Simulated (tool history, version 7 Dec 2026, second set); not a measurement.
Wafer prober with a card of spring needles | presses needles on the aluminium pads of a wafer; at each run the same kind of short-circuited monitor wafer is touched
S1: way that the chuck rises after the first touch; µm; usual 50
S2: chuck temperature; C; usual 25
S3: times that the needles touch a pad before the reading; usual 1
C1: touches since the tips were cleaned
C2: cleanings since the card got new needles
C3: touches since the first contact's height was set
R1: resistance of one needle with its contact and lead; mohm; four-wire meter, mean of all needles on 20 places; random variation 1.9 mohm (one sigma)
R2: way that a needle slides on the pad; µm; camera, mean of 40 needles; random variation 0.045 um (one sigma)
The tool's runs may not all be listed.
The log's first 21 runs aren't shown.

run,day,S1,S2,S3,C1,C2,C3,R1,R2
22,6.888,70,25,3,3216,20,114808,191,14.89
23,7.146,69,28,2,4728,20,116320,195,14.72
# day 7.258: tips cleaned on abrasive film
24,7.492,58,28,2,1370,21,118323,193,12.37
25,7.938,39,28,3,4006,21,120959,202,8.38
# day 8.146: tips cleaned on abrasive film
26,8.308,65,111,1,945,22,123092,211,13.82
27,8.783,43,25,1,3759,22,125906,201,9.19
# day 9.046: tips cleaned on abrasive film
28,9.229,31,107,1,1075,23,128485,226,6.51
29,9.588,31,107,1,3174,23,130584,232,6.58
30,9.783,50,54,1,4348,23,131758,205,10.59
# day 9.946: tips cleaned on abrasive film
31,10.042,36,43,1,571,24,133237,209,7.68
32,10.354,36,43,1,2407,24,135073,211,7.62
33,10.738,36,71,2,4661,24,137327,216,7.57

Forecast each of these 4 alternatives for the next run:
# day 10.833: tips cleaned on abrasive film
A,10.962,32,35,1,758,25,138626,?,?
# day 10.833: tips cleaned on abrasive film
B,10.962,41,25,3,758,25,138626,?,?
# day 10.833: tips cleaned on abrasive film
C,10.962,36,67,1,758,25,138626,?,?
# day 10.833: tips cleaned on abrasive film
D,10.962,34,25,3,758,25,138626,?,?

run,R1,R2
A,208,6.72
B,198,8.71
C,217,7.6
D,208,7.21
Without the tool's hidden state the same runs would have given:
run,R1,R2
A,208,6.9
B,198,8.94
C,216,7.8
D,208,7.4

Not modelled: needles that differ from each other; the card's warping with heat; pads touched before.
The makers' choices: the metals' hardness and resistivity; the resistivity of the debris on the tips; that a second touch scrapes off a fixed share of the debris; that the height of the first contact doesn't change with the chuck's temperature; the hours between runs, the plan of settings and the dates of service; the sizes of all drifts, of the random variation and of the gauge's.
